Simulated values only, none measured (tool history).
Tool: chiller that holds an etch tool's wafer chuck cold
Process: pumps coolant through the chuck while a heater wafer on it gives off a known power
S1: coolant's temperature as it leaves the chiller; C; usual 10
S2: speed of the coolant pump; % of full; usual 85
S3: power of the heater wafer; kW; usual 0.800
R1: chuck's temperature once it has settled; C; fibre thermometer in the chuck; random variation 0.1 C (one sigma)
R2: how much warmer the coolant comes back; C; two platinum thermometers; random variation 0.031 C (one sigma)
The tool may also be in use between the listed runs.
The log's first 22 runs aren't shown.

run,hour,S1,S2,S3,R1,R2
23,3497.8,4,62,1.058,14.9,4.67
24,3671.9,11,70,1.058,21.1,4.16
25,3828.1,11,100,0.520,14.2,1.46
26,3917.4,13,62,0.805,21.5,3.68
27,4025.4,6,63,0.427,9.5,1.88
28,4185.1,6,94,0.468,8.9,1.40
# hour 4311.0: chiller's thermometer calibrated
29,4313.6,9,94,0.579,14.4,1.74
30,4429.7,16,73,0.727,24.1,2.85
31,4526.7,6,73,0.622,12.9,2.42
32,4636.1,3,85,0.622,9.3,2.13
# hour 4734.4: coolant changed, channels flushed
33,4770.6,3,85,0.622,8.3,2.10

3 ways to go on from here, each from the tool as it stands after run 33. What would each give?
A,4960.1,19,91,0.677,?,?
B,4960.1,17,85,0.800,?,?
C,4960.1,10,85,0.622,?,?

run,R1,R2
A,24.5,2.12
B,24.0,2.69
C,15.3,2.07
Without the tool's hidden state the same runs would have given:
run,R1,R2
A,24.4,1.96
B,23.8,2.50
C,15.3,1.92

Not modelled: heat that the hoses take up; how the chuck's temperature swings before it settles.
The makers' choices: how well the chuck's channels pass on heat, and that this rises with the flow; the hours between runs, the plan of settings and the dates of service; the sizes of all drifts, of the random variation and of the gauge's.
